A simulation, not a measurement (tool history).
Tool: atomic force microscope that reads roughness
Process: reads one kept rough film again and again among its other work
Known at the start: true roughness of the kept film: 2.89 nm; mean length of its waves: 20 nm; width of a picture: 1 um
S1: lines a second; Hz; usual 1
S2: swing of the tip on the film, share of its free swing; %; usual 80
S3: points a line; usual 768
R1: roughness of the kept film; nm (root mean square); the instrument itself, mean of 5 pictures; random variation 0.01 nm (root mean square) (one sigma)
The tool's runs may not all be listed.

run 1 hour=0 | S1=1 S2=80 S3=768 | R1=1.982
-- hour=23.2 new tip fitted
run 2 hour=29.1 | S1=1 S2=89 S3=768 | R1=2.216
run 3 hour=51.7 | S1=1 S2=80 S3=821 | R1=2.101
run 4 hour=85 | S1=1 S2=80 S3=821 | R1=1.874
-- hour=96 new tip fitted
run 5 hour=108.4 | S1=1 S2=80 S3=821 | R1=2.24
run 6 hour=138.2 | S1=1 S2=58 S3=570 | R1=2.071
run 7 hour=164.1 | S1=1 S2=58 S3=570 | R1=1.91
-- hour=168.6 new tip fitted
run 8 hour=192.8 | S1=2.24 S2=87 S3=698 | R1=1.917
run 9 hour=215.3 | S1=2.24 S2=87 S3=698 | R1=1.787
-- hour=241 new tip fitted
run 10 hour=242 | S1=0.69 S2=64 S3=768 | R1=2.436

Forecast each of these 3 alternatives for the next run:
run A hour=256.5 | S1=3.08 S2=60 S3=378 | R1=?
run B hour=256.5 | S1=3.27 S2=58 S3=456 | R1=?
run C hour=256.5 | S1=1.07 S2=68 S3=575 | R1=?

run=A R1=2.182
run=B R1=2.193
run=C R1=2.262
Without the tool's hidden state the same runs would have given:
run=A R1=2.352
run=B R1=2.364
run=C R1=2.438
